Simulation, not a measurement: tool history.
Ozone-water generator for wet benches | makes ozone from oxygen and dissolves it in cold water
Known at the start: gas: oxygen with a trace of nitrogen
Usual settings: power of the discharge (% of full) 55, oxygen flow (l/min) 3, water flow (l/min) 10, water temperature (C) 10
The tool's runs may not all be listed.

run   hour  power of the discharge (% of full)  oxygen flow (l/min)  water flow (l/min)  water temperature (C)  dissolved ozone (ppm)  ozone in the gas ahead of the water (g/m3)
  1      0                                  55                    3                  10                     10                   18.9                                       137.5
  2   22.3                                  55                    3                  10                     10                   18.5                                       135.8
  3   38.9                                  55                    3                  10                     10                   18.5                                       135.7
  4   67.2                                  55                    3                  10                     10                   18.6                                       135.9
  5   80.2                                  55                    3                  10                     10                   18.5                                       135.7
  6   98.3                                  55                    3                  10                     10                     19                                         135
  7  117.8                                  55                    3                  10                     10                   18.4                                       134.9
  8  130.1                                  55                    3                  10                     10                   18.5                                       135.8
  9  147.1                                  55                    3                  10                     10                   18.8                                         135
 10  168.1                                  55                    3                  10                     10                   18.6                                         137
 11  181.7                                  55                    3                  10                     10                   18.6                                       134.6
 12  200.2                                  55                 2.16                  10                     10                   18.8                                       168.6
 13  225.3                                  55                 2.16                  10                     10                   19.1                                       170.6
 14  242.9                                  55                 2.16                  10                     10                   18.8                                       169.3
 15  255.9                                  55                 2.16                  10                     10                   18.9                                         168
 16  282.8                                  94                 4.64                   8                     15                   25.5                                       147.2

The next listed run, before its measurement:
 17  295.7                                  69                 4.64                   8                      6                      ?                                           ?

dissolved ozone (ppm): 24.4
ozone in the gas ahead of the water (g/m3): 117.8
Without the tool's hidden state the same run would have given dissolved ozone (ppm) 26.2, ozone in the gas ahead of the water (g/m3) 122.6.
